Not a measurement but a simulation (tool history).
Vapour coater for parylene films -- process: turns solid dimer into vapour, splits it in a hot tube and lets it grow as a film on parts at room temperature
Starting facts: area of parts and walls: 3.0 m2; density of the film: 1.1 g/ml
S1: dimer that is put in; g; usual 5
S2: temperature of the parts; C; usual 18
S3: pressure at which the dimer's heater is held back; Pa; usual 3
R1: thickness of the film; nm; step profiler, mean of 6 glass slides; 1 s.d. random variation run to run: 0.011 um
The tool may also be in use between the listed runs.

run,hour,S1,S2,S3,R1
1,0,5,18,3,870
2,15.7,5,18,3,860
3,34.1,5,18,3,870
4,47.6,5,18,7.02,770
5,55.6,5,18,3,860
6,69.3,4,18,3,680
7,82.6,4,18,3,700
8,98.4,4,18,3,690
9,107.6,8,18,3,1390
10,124.2,8,18,3,1370
11,141.1,8,18,3,1390
12,159.5,5,13,3,1100
13,171.2,2,18,3,350
14,189.9,6,22,9.86,730
15,206.9,3,11,4.41,680
16,216.5,5,20,8.1,700
17,233.1,2,30,7.56,160
18,244.2,2,30,7.56,160
19,262.7,2,30,7.56,180
20,276.5,2,15,7.56,340
21,289.8,4,30,6.89,360
22,308.5,5,19,2.41,850
23,325.3,4,26,9.63,400

Removed from this log: 1 entry logged between the listed runs. Between which two listed runs does each belong, and how does the tool's hidden state at the listed run before it compare with that at the listed run after it?
From run 1 to run 2: trap's valve overhauled (hour 6.4)
  vapour lost through the trap's worn valve, %: 0.3 -> 0
